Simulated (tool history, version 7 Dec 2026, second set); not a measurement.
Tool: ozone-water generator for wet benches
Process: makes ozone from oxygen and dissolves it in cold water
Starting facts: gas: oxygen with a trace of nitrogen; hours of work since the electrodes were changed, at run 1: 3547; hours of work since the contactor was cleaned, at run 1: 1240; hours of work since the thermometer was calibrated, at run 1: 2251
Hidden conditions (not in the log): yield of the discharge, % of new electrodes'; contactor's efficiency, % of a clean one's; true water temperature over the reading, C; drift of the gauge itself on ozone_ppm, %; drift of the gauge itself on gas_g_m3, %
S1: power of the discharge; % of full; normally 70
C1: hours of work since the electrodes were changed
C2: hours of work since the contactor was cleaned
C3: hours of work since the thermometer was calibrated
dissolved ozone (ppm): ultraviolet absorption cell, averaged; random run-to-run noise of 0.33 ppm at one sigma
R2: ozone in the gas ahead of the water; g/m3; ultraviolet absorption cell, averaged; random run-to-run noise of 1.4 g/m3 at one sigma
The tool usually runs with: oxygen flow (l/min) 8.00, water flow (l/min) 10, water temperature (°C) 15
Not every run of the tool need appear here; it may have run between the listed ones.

run 1 hour=0.0 | S1=70 oxygen_flow_(l/min)=8.00 water_flow_(l/min)=10 water_temperature_(°C)=15 | C1=3547 C2=1240 C3=2251 | dissolved_ozone_(ppm)=51.3 R2=259.4
run 2 hour=84.9 | S1=70 oxygen_flow_(l/min)=8.00 water_flow_(l/min)=10 water_temperature_(°C)=15 | C1=3604 C2=1297 C3=2309 | dissolved_ozone_(ppm)=50.9 R2=259.6
run 3 hour=198.2 | S1=70 oxygen_flow_(l/min)=8.00 water_flow_(l/min)=10 water_temperature_(°C)=15 | C1=3680 C2=1373 C3=2385 | dissolved_ozone_(ppm)=51.9 R2=256.8
run 4 hour=259.9 | S1=70 oxygen_flow_(l/min)=8.00 water_flow_(l/min)=10 water_temperature_(°C)=11 | C1=3722 C2=1415 C3=2426 | dissolved_ozone_(ppm)=55.1 R2=260.2
run 5 hour=346.8 | S1=70 oxygen_flow_(l/min)=8.00 water_flow_(l/min)=10 water_temperature_(°C)=11 | C1=3780 C2=1473 C3=2485 | dissolved_ozone_(ppm)=55.3 R2=258.7
run 6 hour=413.5 | S1=66 oxygen_flow_(l/min)=8.00 water_flow_(l/min)=10 water_temperature_(°C)=15 | C1=3825 C2=1518 C3=2530 | dissolved_ozone_(ppm)=49.2 R2=245.0
run 7 hour=496.4 | S1=66 oxygen_flow_(l/min)=8.00 water_flow_(l/min)=10 water_temperature_(°C)=15 | C1=3881 C2=1574 C3=2585 | dissolved_ozone_(ppm)=48.7 R2=250.1
run 8 hour=590.7 | S1=59 oxygen_flow_(l/min)=8.00 water_flow_(l/min)=10 water_temperature_(°C)=15 | C1=3944 C2=1637 C3=2649 | dissolved_ozone_(ppm)=45.4 R2=230.8
run 9 hour=667.2 | S1=59 oxygen_flow_(l/min)=8.00 water_flow_(l/min)=10 water_temperature_(°C)=15 | C1=3996 C2=1689 C3=2700 | dissolved_ozone_(ppm)=45.4 R2=229.0
run 10 hour=775.5 | S1=59 oxygen_flow_(l/min)=8.00 water_flow_(l/min)=10 water_temperature_(°C)=15 | C1=4069 C2=1762 C3=2773 | dissolved_ozone_(ppm)=44.9 R2=228.4

What if the next run were any one of these 3? Each begins from the tool's condition after run 10:
-- hour=873.6 water thermometer calibrated
run A hour=880.3 | S1=59 oxygen_flow_(l/min)=12.64 water_flow_(l/min)=10 water_temperature_(°C)=15 | C1=4139 C2=1832 C3=5 | dissolved_ozone_(ppm)=? R2=?
-- hour=873.6 water thermometer calibrated
run B hour=880.3 | S1=70 oxygen_flow_(l/min)=8.13 water_flow_(l/min)=8 water_temperature_(°C)=15 | C1=4139 C2=1832 C3=5 | dissolved_ozone_(ppm)=? R2=?
-- hour=873.6 water thermometer calibrated
run C hour=880.3 | S1=94 oxygen_flow_(l/min)=8.00 water_flow_(l/min)=10 water_temperature_(°C)=14 | C1=4139 C2=1832 C3=5 | dissolved_ozone_(ppm)=? R2=?

run=A dissolved_ozone_(ppm)=38.2 R2=174.4
run=B dissolved_ozone_(ppm)=57.0 R2=255.2
run=C dissolved_ozone_(ppm)=63.3 R2=313.4
Stripped of hidden state, with their random variation kept, the same runs would have yielded:
run=A dissolved_ozone_(ppm)=39.5 R2=178.8
run=B dissolved_ozone_(ppm)=59.2 R2=262.4
run=C dissolved_ozone_(ppm)=66.2 R2=324.1
